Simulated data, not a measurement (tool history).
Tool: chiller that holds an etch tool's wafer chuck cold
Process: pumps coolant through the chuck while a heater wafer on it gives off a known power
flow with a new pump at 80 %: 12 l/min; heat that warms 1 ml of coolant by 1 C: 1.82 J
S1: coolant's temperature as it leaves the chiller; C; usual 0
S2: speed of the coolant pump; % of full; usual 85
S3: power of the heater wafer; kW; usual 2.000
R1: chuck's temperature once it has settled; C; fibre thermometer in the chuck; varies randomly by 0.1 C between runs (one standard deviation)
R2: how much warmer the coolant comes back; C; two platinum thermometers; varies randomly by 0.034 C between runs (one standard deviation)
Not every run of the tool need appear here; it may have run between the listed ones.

run,hour,S1,S2,S3,R1,R2
1,0.0,0,85,2.000,11.8,5.18
2,21.5,0,80,2.000,12.2,5.43
3,59.6,0,85,2.000,11.8,5.14
4,81.4,0,71,2.000,13.0,6.17
5,105.7,-2,85,2.000,9.8,5.04
6,122.6,-2,85,2.000,9.8,5.06
7,151.3,-2,85,2.000,9.9,5.03
8,180.6,-2,85,2.000,9.8,5.01
9,199.1,-1,82,2.000,10.9,5.20
10,235.5,-6,76,2.000,6.5,5.65
11,271.6,0,67,2.000,13.6,6.38
# hour 281.0: coolant changed, channels flushed
12,297.2,0,67,2.000,13.4,6.45
13,322.5,0,67,2.000,13.7,6.44
14,348.9,0,89,1.083,6.2,2.45

The next listed run, before its measurement:
15,385.7,-6,77,1.083,?,?

{"run 15": {"R1": 0.7, "R2": 2.89}}
Take away the tool's hidden state, keep the run-to-run variation as it was, and the same run would have given R1 0.7 C, R2 3.09 C.
